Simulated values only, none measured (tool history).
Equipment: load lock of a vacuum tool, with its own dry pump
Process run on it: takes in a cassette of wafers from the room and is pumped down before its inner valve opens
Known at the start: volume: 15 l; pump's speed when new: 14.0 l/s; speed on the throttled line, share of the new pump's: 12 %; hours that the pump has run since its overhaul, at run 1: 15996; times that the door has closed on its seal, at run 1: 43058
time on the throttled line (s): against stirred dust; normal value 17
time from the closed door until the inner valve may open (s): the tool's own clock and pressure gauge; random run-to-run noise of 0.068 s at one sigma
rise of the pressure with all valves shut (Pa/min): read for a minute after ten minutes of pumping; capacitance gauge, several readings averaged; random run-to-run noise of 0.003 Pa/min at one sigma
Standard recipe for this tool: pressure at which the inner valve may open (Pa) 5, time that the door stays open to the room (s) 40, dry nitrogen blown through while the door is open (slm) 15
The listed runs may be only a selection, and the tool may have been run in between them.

| run | day | time on the throttled line (s) | pressure at which the inner valve may open (Pa) | time that the door stays open to the room (s) | dry nitrogen blown through while the door is open (slm) | hours that the pump has run since its overhaul | times that the door has closed on its seal | incoming humidity of the room's air, % | time from the closed door until the inner valve may open (s) | rise of the pressure with all valves shut (Pa/min) |
|---|---|---|---|---|---|---|---|---|---|---|
| 1 | 0 | 17 | 5 | 40 | 15 | 15996 | 43058 | 47.7 | 25.88 | 0.04 |
| 2 | 8.092 | 17 | 6 | 40 | 15 | 16190 | 43928 | 45.6 | 25.57 | 0.04 |
|  | 12.367 | door's seal changed, seat wiped |
| 3 | 18.971 | 17 | 6 | 40 | 15 | 16450 | 710 | 46.8 | 25.51 | 0.045 |
| 4 | 35.379 | 17 | 6 | 40 | 15 | 16844 | 2472 | 46.8 | 25.35 | 0.037 |
| 5 | 50.971 | 17 | 6 | 40 | 15 | 17218 | 4147 | 46.5 | 25.47 | 0.038 |
| 6 | 58.575 | 17 | 6 | 40 | 15 | 17400 | 4964 | 42.5 | 25.51 | 0.035 |
| 7 | 66.883 | 13 | 5 | 40 | 15 | 17600 | 5857 | 43.8 | 22.1 | 0.038 |
| 8 | 82.275 | 13 | 5 | 40 | 15 | 17969 | 7510 | 44 | 22.23 | 0.04 |
| 9 | 98.062 | 17 | 8 | 40 | 15 | 18348 | 9206 | 46.2 | 25.15 | 0.042 |
| 10 | 111.717 | 10 | 5 | 40 | 15 | 18676 | 10673 | 43.1 | 19.59 | 0.037 |
| 11 | 123.917 | 10 | 5 | 40 | 15 | 18969 | 11984 | 43.1 | 19.52 | 0.032 |
| 12 | 133.312 | 10 | 5 | 40 | 15 | 19194 | 12993 | 42.5 | 19.47 | 0.037 |
| 13 | 148.296 | 17 | 5 | 118 | 15 | 19554 | 14603 | 42.3 | 25.59 | 0.055 |
| 14 | 157.575 | 17 | 5 | 118 | 6 | 19776 | 15600 | 46.8 | 25.73 | 0.069 |
| 15 | 175.683 | 17 | 5 | 118 | 6 | 20211 | 17545 | 45 | 25.73 | 0.077 |
| 16 | 183.633 | 17 | 5 | 118 | 6 | 20402 | 18399 | 48 | 25.67 | 0.073 |
| 17 | 201.842 | 17 | 5 | 40 | 15 | 20839 | 20355 | 40.8 | 25.72 | 0.033 |
| 18 | 219.346 | 17 | 5 | 40 | 15 | 21259 | 22235 | 42.9 | 25.69 | 0.034 |
| 19 | 233.754 | 17 | 5 | 40 | 15 | 21605 | 23783 | 46.3 | 25.75 | 0.035 |
|  | 239.588 | dry pump taken out, an overhauled one fitted |
| 20 | 250.767 | 21 | 5 | 40 | 10 | 268 | 25584 | 45.2 | 29.36 | 0.046 |
| 21 | 267.546 | 21 | 9 | 38 | 10 | 671 | 27387 | 43.8 | 28.63 | 0.04 |
| 22 | 279.821 | 21 | 9 | 38 | 10 | 966 | 28705 | 43.7 | 28.65 | 0.038 |
| 23 | 289.321 | 21 | 9 | 38 | 10 | 1194 | 29726 | 44.2 | 28.62 | 0.04 |
| 24 | 304.162 | 21 | 6 | 170 | 10 | 1550 | 31320 | 44.2 | 28.95 | 0.074 |
| 25 | 312.079 | 24 | 5 | 130 | 12 | 1740 | 32171 | 42.2 | 32 | 0.059 |
| 26 | 323.033 | 24 | 8 | 130 | 7 | 2003 | 33347 | 50.4 | 31.52 | 0.078 |
| 27 | 341.562 | 16 | 5 | 68 | 15 | 2447 | 35338 | 41.7 | 24.67 | 0.046 |
| 28 | 350.096 | 25 | 8 | 74 | 17 | 2652 | 36255 | 45.3 | 32.18 | 0.048 |
| 29 | 368.596 | 17 | 10 | 43 | 15 | 3096 | 38242 | 45.4 | 24.93 | 0.042 |
| 30 | 378.121 | 17 | 10 | 43 | 15 | 3325 | 39266 | 46.3 | 24.95 | 0.04 |
| 31 | 390.258 | 22 | 5 | 40 | 15 | 3616 | 40569 | 48.3 | 30.12 | 0.039 |
| 32 | 405.783 | 22 | 5 | 40 | 15 | 3989 | 42237 | 44 | 30.2 | 0.035 |
| 33 | 423.754 | 22 | 8 | 40 | 15 | 4420 | 44168 | 45.3 | 29.57 | 0.04 |
|  | 425.104 | door's seal changed, seat wiped |
| 34 | 438.842 | 22 | 4 | 237 | 29 | 4781 | 1476 | 45.6 | 30.29 | 0.063 |
| 35 | 454.729 | 17 | 7 | 40 | 13 | 5162 | 3183 | 41.5 | 25.36 | 0.034 |
| 36 | 470.838 | 17 | 7 | 40 | 13 | 5549 | 4913 | 42.4 | 25.29 | 0.042 |
| 37 | 483.4 | 17 | 7 | 40 | 34 | 5850 | 6263 | 45 | 25.24 | 0.024 |

Entry by entry between the runs, the difference in hidden state between the last listed run before and the first listed run after:
In the gap between runs 2 and 3: door's seal changed, seat wiped (day 12.367)
  leak at the door's seal, Pa l/s: 0.0023 -> 0.002
In the gap between runs 19 and 20: dry pump taken out, an overhauled one fitted (day 239.588)
  pump's speed, % of a new pump's: 99.9 -> 100
In the gap between runs 33 and 34: door's seal changed, seat wiped (day 425.104)
  leak at the door's seal, Pa l/s: 0.0023 -> 0.002

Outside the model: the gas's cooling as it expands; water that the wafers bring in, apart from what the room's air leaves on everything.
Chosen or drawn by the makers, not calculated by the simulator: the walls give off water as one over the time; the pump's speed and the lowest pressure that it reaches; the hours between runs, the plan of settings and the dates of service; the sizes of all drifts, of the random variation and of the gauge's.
